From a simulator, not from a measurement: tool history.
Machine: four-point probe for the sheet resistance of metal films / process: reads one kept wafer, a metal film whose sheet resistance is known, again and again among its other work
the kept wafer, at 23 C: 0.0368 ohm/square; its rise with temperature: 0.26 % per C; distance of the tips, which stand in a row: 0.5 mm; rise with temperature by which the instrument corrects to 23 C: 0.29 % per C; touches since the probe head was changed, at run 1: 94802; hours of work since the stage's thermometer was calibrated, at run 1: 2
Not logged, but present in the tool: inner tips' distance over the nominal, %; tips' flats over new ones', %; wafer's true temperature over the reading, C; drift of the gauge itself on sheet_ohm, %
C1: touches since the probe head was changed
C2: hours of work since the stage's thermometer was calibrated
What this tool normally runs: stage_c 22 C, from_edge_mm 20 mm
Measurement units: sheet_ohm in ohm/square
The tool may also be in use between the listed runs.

{"run": 1, "day": 0.0, "stage_c": 22, "from_edge_mm": 20, "C1": 94802, "C2": 2, "sheet_ohm": 0.037154}
{"run": 2, "day": 2.308, "stage_c": 22, "from_edge_mm": 20, "C1": 96791, "C2": 44, "sheet_ohm": 0.037177}
{"run": 3, "day": 6.171, "stage_c": 22, "from_edge_mm": 20, "C1": 100113, "C2": 114, "sheet_ohm": 0.037193}
{"run": 4, "day": 9.7, "stage_c": 22, "from_edge_mm": 20, "C1": 103152, "C2": 178, "sheet_ohm": 0.037195}
{"run": 5, "day": 12.925, "stage_c": 34, "from_edge_mm": 20, "C1": 105929, "C2": 237, "sheet_ohm": 0.037085}
{"run": 6, "day": 15.775, "stage_c": 34, "from_edge_mm": 20, "C1": 108382, "C2": 288, "sheet_ohm": 0.037096}
{"run": 7, "day": 17.879, "stage_c": 29, "from_edge_mm": 20, "C1": 110192, "C2": 327, "sheet_ohm": 0.037157}
{"run": 8, "day": 20.642, "stage_c": 29, "from_edge_mm": 20, "C1": 112570, "C2": 377, "sheet_ohm": 0.037174}
{"run": 9, "day": 24.575, "stage_c": 29, "from_edge_mm": 20, "C1": 115958, "C2": 448, "sheet_ohm": 0.03717}
{"run": 10, "day": 29.192, "stage_c": 29, "from_edge_mm": 20, "C1": 119930, "C2": 532, "sheet_ohm": 0.03718}
{"run": 11, "day": 33.188, "stage_c": 29, "from_edge_mm": 4, "C1": 123370, "C2": 605, "sheet_ohm": 0.037491}
{"run": 12, "day": 35.762, "stage_c": 29, "from_edge_mm": 4, "C1": 125589, "C2": 651, "sheet_ohm": 0.03748}
{"run": 13, "day": 38.488, "stage_c": 29, "from_edge_mm": 4, "C1": 127933, "C2": 701, "sheet_ohm": 0.037495}
{"run": 14, "day": 41.417, "stage_c": 22, "from_edge_mm": 20, "C1": 130454, "C2": 754, "sheet_ohm": 0.037281}
{"run": 15, "day": 45.121, "stage_c": 22, "from_edge_mm": 20, "C1": 133644, "C2": 821, "sheet_ohm": 0.037298}
{"run": 16, "day": 47.771, "stage_c": 22, "from_edge_mm": 20, "C1": 135924, "C2": 869, "sheet_ohm": 0.037301}
{"run": 17, "day": 50.962, "stage_c": 33, "from_edge_mm": 20, "C1": 138673, "C2": 927, "sheet_ohm": 0.037208}
{"run": 18, "day": 54.871, "stage_c": 33, "from_edge_mm": 20, "C1": 142036, "C2": 998, "sheet_ohm": 0.037217}
{"run": 19, "day": 59.062, "stage_c": 33, "from_edge_mm": 10, "C1": 145643, "C2": 1074, "sheet_ohm": 0.037271}
{"run": 20, "day": 63.346, "stage_c": 33, "from_edge_mm": 10, "C1": 149331, "C2": 1152, "sheet_ohm": 0.037274}
{"run": 21, "day": 65.571, "stage_c": 20, "from_edge_mm": 20, "C1": 151245, "C2": 1192, "sheet_ohm": 0.037353}
{"day": 65.892, "done": "new probe head fitted"}
{"run": 22, "day": 69.45, "stage_c": 20, "from_edge_mm": 20, "C1": 3064, "C2": 1262, "sheet_ohm": 0.036727}
{"day": 70.133, "done": "stage's thermometer calibrated"}
{"run": 23, "day": 71.638, "stage_c": 20, "from_edge_mm": 20, "C1": 4929, "C2": 27, "sheet_ohm": 0.036721}
{"run": 24, "day": 76.204, "stage_c": 20, "from_edge_mm": 3, "C1": 8861, "C2": 110, "sheet_ohm": 0.037269}
{"run": 25, "day": 79.725, "stage_c": 20, "from_edge_mm": 3, "C1": 11891, "C2": 174, "sheet_ohm": 0.037285}
{"run": 26, "day": 83.542, "stage_c": 19, "from_edge_mm": 8, "C1": 15178, "C2": 243, "sheet_ohm": 0.036837}
{"run": 27, "day": 85.604, "stage_c": 19, "from_edge_mm": 15, "C1": 16952, "C2": 281, "sheet_ohm": 0.036787}
{"run": 28, "day": 87.783, "stage_c": 29, "from_edge_mm": 20, "C1": 18829, "C2": 320, "sheet_ohm": 0.036689}
{"run": 29, "day": 92.262, "stage_c": 31, "from_edge_mm": 61, "C1": 22682, "C2": 402, "sheet_ohm": 0.036665}
{"run": 30, "day": 94.925, "stage_c": 25, "from_edge_mm": 45, "C1": 24975, "C2": 450, "sheet_ohm": 0.036731}
{"run": 31, "day": 97.908, "stage_c": 20, "from_edge_mm": 27, "C1": 27544, "C2": 504, "sheet_ohm": 0.0368}
{"run": 32, "day": 100.096, "stage_c": 25, "from_edge_mm": 6, "C1": 29429, "C2": 544, "sheet_ohm": 0.036889}
{"run": 33, "day": 104.612, "stage_c": 33, "from_edge_mm": 62, "C1": 33316, "C2": 626, "sheet_ohm": 0.036693}
{"run": 34, "day": 107.6, "stage_c": 33, "from_edge_mm": 62, "C1": 35888, "C2": 680, "sheet_ohm": 0.036686}
{"run": 35, "day": 109.758, "stage_c": 25, "from_edge_mm": 9, "C1": 37744, "C2": 719, "sheet_ohm": 0.036831}
{"run": 36, "day": 113.221, "stage_c": 33, "from_edge_mm": 9, "C1": 40725, "C2": 782, "sheet_ohm": 0.036777}
{"run": 37, "day": 116.108, "stage_c": 33, "from_edge_mm": 9, "C1": 43212, "C2": 835, "sheet_ohm": 0.036783}
{"run": 38, "day": 118.017, "stage_c": 33, "from_edge_mm": 8, "C1": 44852, "C2": 869, "sheet_ohm": 0.036797}
{"run": 39, "day": 122.512, "stage_c": 25, "from_edge_mm": 5, "C1": 48723, "C2": 951, "sheet_ohm": 0.037011}
{"run": 40, "day": 127.146, "stage_c": 21, "from_edge_mm": 5, "C1": 52711, "C2": 1035, "sheet_ohm": 0.037045}
{"run": 41, "day": 129.446, "stage_c": 26, "from_edge_mm": 46, "C1": 54693, "C2": 1077, "sheet_ohm": 0.036826}
{"run": 42, "day": 133.604, "stage_c": 32, "from_edge_mm": 12, "C1": 58272, "C2": 1152, "sheet_ohm": 0.03681}
{"run": 43, "day": 137.921, "stage_c": 28, "from_edge_mm": 61, "C1": 61988, "C2": 1231, "sheet_ohm": 0.03683}
{"day": 140.467, "done": "stage's thermometer calibrated"}
{"run": 44, "day": 142.1, "stage_c": 28, "from_edge_mm": 61, "C1": 65569, "C2": 30, "sheet_ohm": 0.036817}
{"run": 45, "day": 144.771, "stage_c": 33, "from_edge_mm": 73, "C1": 67866, "C2": 78, "sheet_ohm": 0.036773}
{"run": 46, "day": 147.092, "stage_c": 33, "from_edge_mm": 73, "C1": 69865, "C2": 120, "sheet_ohm": 0.036782}

For some of the steps in sheet_ohm from one run to the next: how much would appear even if the tool had no hidden state, given the settings, what came in and random variation, and how much remains for the hidden state plus any gauge scatter that the measured result and the result without hidden state don't share?
Run 10 -> 11: from_edge_mm 20 -> 4. sheet_ohm +0.000311 ohm/square: hidden state +0.000014, all else +0.000297.
Run 21 -> 22: new probe head fitted. sheet_ohm -0.000626 ohm/square: hidden state -0.000635, all else +0.000009.
Run 23 -> 24: from_edge_mm 20 -> 3. sheet_ohm +0.000548 ohm/square: hidden state +0.000011, all else +0.000537.
Run 25 -> 26: stage_c 20 -> 19, from_edge_mm 3 -> 8. sheet_ohm -0.000448 ohm/square: hidden state +0.000012, all else -0.00046.
Run 39 -> 40: stage_c 25 -> 21. sheet_ohm +0.000034 ohm/square: hidden state +0.000015, all else +0.000019.
